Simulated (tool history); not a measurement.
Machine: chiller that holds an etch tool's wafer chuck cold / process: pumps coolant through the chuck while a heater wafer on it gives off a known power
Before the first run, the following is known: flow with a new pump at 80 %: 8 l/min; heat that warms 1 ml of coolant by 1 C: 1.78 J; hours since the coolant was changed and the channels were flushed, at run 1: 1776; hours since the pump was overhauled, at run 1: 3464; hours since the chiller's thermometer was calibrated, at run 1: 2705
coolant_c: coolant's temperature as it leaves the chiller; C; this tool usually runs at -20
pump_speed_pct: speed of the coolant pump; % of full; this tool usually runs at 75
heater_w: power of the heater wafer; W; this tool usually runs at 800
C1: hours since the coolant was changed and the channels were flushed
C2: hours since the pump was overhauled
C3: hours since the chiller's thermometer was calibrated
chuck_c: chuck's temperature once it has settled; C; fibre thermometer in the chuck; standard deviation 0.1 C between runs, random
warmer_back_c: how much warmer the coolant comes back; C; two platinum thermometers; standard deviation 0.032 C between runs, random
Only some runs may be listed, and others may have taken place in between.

run 1 day=0.000 | coolant_c=-20 pump_speed_pct=75 heater_w=800 | C1=1776 C2=3464 C3=2705 | chuck_c=-9.1 warmer_back_c=3.58
run 2 day=3.567 | coolant_c=-20 pump_speed_pct=75 heater_w=800 | C1=1861 C2=3549 C3=2790 | chuck_c=-9.2 warmer_back_c=3.63
run 3 day=7.450 | coolant_c=-20 pump_speed_pct=75 heater_w=800 | C1=1955 C2=3643 C3=2883 | chuck_c=-9.0 warmer_back_c=3.63
run 4 day=10.417 | coolant_c=-20 pump_speed_pct=75 heater_w=800 | C1=2026 C2=3714 C3=2954 | chuck_c=-9.1 warmer_back_c=3.62
run 5 day=14.483 | coolant_c=-20 pump_speed_pct=75 heater_w=800 | C1=2123 C2=3811 C3=3052 | chuck_c=-9.1 warmer_back_c=3.65
run 6 day=18.579 | coolant_c=-20 pump_speed_pct=75 heater_w=701 | C1=2222 C2=3910 C3=3150 | chuck_c=-10.6 warmer_back_c=3.21
run 7 day=20.821 | coolant_c=-20 pump_speed_pct=75 heater_w=701 | C1=2275 C2=3964 C3=3204 | chuck_c=-10.5 warmer_back_c=3.23
run 8 day=24.008 | coolant_c=-20 pump_speed_pct=75 heater_w=701 | C1=2352 C2=4040 C3=3281 | chuck_c=-10.6 warmer_back_c=3.26
run 9 day=27.954 | coolant_c=-20 pump_speed_pct=75 heater_w=547 | C1=2447 C2=4135 C3=3375 | chuck_c=-12.7 warmer_back_c=2.54
run 10 day=32.250 | coolant_c=-14 pump_speed_pct=75 heater_w=547 | C1=2550 C2=4238 C3=3479 | chuck_c=-6.5 warmer_back_c=2.59
run 11 day=34.388 | coolant_c=-14 pump_speed_pct=99 heater_w=547 | C1=2601 C2=4289 C3=3530 | chuck_c=-8.0 warmer_back_c=2.02
run 12 day=36.375 | coolant_c=-20 pump_speed_pct=82 heater_w=800 | C1=2649 C2=4337 C3=3578 | chuck_c=-9.9 warmer_back_c=3.51
run 13 day=40.258 | coolant_c=-20 pump_speed_pct=75 heater_w=428 | C1=2742 C2=4430 C3=3671 | chuck_c=-14.3 warmer_back_c=2.12
run 14 day=42.979 | coolant_c=-10 pump_speed_pct=67 heater_w=564 | C1=2807 C2=4495 C3=3736 | chuck_c=-1.6 warmer_back_c=3.03
run 15 day=46.067 | coolant_c=-20 pump_speed_pct=82 heater_w=1137 | C1=2881 C2=4569 C3=3810 | chuck_c=-5.7 warmer_back_c=4.87
run 16 day=49.933 | coolant_c=-20 pump_speed_pct=82 heater_w=1137 | C1=2974 C2=4662 C3=3903 | chuck_c=-5.9 warmer_back_c=4.92
-- day=53.217 coolant pump overhauled
run 17 day=53.608 | coolant_c=-28 pump_speed_pct=84 heater_w=800 | C1=3057 C2=9 C3=3986 | chuck_c=-18.0 warmer_back_c=3.42
run 18 day=56.500 | coolant_c=-20 pump_speed_pct=97 heater_w=800 | C1=3127 C2=79 C3=4056 | chuck_c=-11.2 warmer_back_c=3.08
-- day=60.646 coolant changed, channels flushed
run 19 day=61.083 | coolant_c=-23 pump_speed_pct=95 heater_w=1179 | C1=11 C2=183 C3=4160 | chuck_c=-10.1 warmer_back_c=4.52
run 20 day=64.229 | coolant_c=-12 pump_speed_pct=74 heater_w=469 | C1=86 C2=258 C3=4235 | chuck_c=-5.5 warmer_back_c=2.36
run 21 day=67.858 | coolant_c=-12 pump_speed_pct=74 heater_w=469 | C1=173 C2=345 C3=4322 | chuck_c=-5.5 warmer_back_c=2.44
run 22 day=69.933 | coolant_c=-12 pump_speed_pct=74 heater_w=528 | C1=223 C2=395 C3=4372 | chuck_c=-4.9 warmer_back_c=2.71
run 23 day=72.946 | coolant_c=-15 pump_speed_pct=75 heater_w=949 | C1=295 C2=468 C3=4444 | chuck_c=-2.1 warmer_back_c=4.54
run 24 day=74.829 | coolant_c=-29 pump_speed_pct=79 heater_w=969 | C1=340 C2=513 C3=4489 | chuck_c=-16.4 warmer_back_c=4.42
run 25 day=77.871 | coolant_c=-20 pump_speed_pct=89 heater_w=800 | C1=413 C2=586 C3=4562 | chuck_c=-10.7 warmer_back_c=3.36

Forecast each of these 3 alternatives for the next run:
run A day=82.008 | coolant_c=-20 pump_speed_pct=75 heater_w=709 | C1=513 C2=685 C3=4662 | chuck_c=? warmer_back_c=?
run B day=82.008 | coolant_c=-21 pump_speed_pct=75 heater_w=606 | C1=513 C2=685 C3=4662 | chuck_c=? warmer_back_c=?
run C day=82.008 | coolant_c=-27 pump_speed_pct=79 heater_w=1092 | C1=513 C2=685 C3=4662 | chuck_c=? warmer_back_c=?

run=A chuck_c=-10.4 warmer_back_c=3.54
run=B chuck_c=-12.9 warmer_back_c=3.04
run=C chuck_c=-13.0 warmer_back_c=5.02
Take away the tool's hidden state, keep each run's random variation, and the runs would have read:
run=A chuck_c=-10.5 warmer_back_c=3.21
run=B chuck_c=-12.9 warmer_back_c=2.71
run=C chuck_c=-13.0 warmer_back_c=4.69

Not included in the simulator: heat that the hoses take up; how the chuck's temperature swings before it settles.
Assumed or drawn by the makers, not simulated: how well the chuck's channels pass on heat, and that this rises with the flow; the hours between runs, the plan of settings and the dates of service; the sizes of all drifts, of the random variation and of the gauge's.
